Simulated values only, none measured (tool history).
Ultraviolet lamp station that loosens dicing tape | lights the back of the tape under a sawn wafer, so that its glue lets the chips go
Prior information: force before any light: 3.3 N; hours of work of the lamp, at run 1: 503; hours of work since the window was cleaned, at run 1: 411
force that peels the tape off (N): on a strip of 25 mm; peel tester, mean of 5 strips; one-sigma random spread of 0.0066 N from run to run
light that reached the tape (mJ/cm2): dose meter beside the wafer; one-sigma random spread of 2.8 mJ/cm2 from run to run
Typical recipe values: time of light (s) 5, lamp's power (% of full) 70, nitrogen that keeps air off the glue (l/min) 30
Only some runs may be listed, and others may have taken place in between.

run   hour  time of light (s)  lamp's power (% of full)  nitrogen that keeps air off the glue (l/min)  hours of work of the lamp  hours of work since the window was cleaned  force that peels the tape off (N)  light that reached the tape (mJ/cm2)
  1      0                  5                        70                                            30                        503                                         411                              0.332                                   304
  2     20                  2                        70                                            30                        516                                         424                              1.192                                   121
  3   38.5                  5                        66                                            30                        527                                         435                              0.389                                   282
  4   55.2                  4                        66                                            30                        538                                         446                              0.581                                   228
  5   78.6                  5                        70                                            30                        553                                         460                              0.361                                   294
  6  101.1                  5                        70                                            30                        567                                         474                              0.358                                   291
  7  121.7                  8                        70                                            30                        580                                         487                              0.159                                   467
  8  136.1                  3                        70                                            30                        588                                         496                              0.809                                   179
  9  148.2                  3                        70                                            30                        596                                         504                              0.841                                   172
 10  162.2                  3                        70                                            30                        605                                         513                              0.835                                   174
 11  179.1                  3                        70                                            30                        615                                         523                              0.853                                   171
 12  192.3                  2                        94                                            14                        624                                         532                              1.147                                   156
 13  207.8                  3                        94                                            14                        633                                         541                              0.711                                   229
 14  227.8                  3                        94                                            14                        646                                         554                              0.753                                   228
 15  249.2                  3                        62                                            30                        659                                         567                              0.997                                   151
     250.7  -- window cleaned of glue's vapour
 16  266.3                  3                        91                                            50                        670                                          10                              0.423                                   239
 17  277.6                  3                        91                                            50                        677                                          17                              0.422                                   240
 18  296.4                  6                        74                                            20                        689                                          29                               0.26                                   391
 19  311.4                  6                        77                                            16                        698                                          38                              0.269                                   400
 20  330.7                  6                        77                                            16                        710                                          50                              0.255                                   399
 21  344.6                  8                        74                                             9                        719                                          59                              0.228                                   507

Consider 3 possible next runs. They are alternatives, not a sequence: every one starts from the tool as it was left by run 21. What does each give?
  A   363                  5                        95                                            10                        730                                          70                                  ?                                     ?
  B   363                  5                        70                                            41                        730                                          70                                  ?                                     ?
  C   363                  8                        74                                            20                        730                                          70                                  ?                                     ?

run  force that peels the tape off (N)  light that reached the tape (mJ/cm2)
  A                              0.322                                   410
  B                               0.32                                   298
  C                              0.167                                   502
What these runs would have given with no unlogged condition in the tool:
run  force that peels the tape off (N)  light that reached the tape (mJ/cm2)
  A                              0.207                                   526
  B                              0.206                                   384
  C                              0.127                                   646
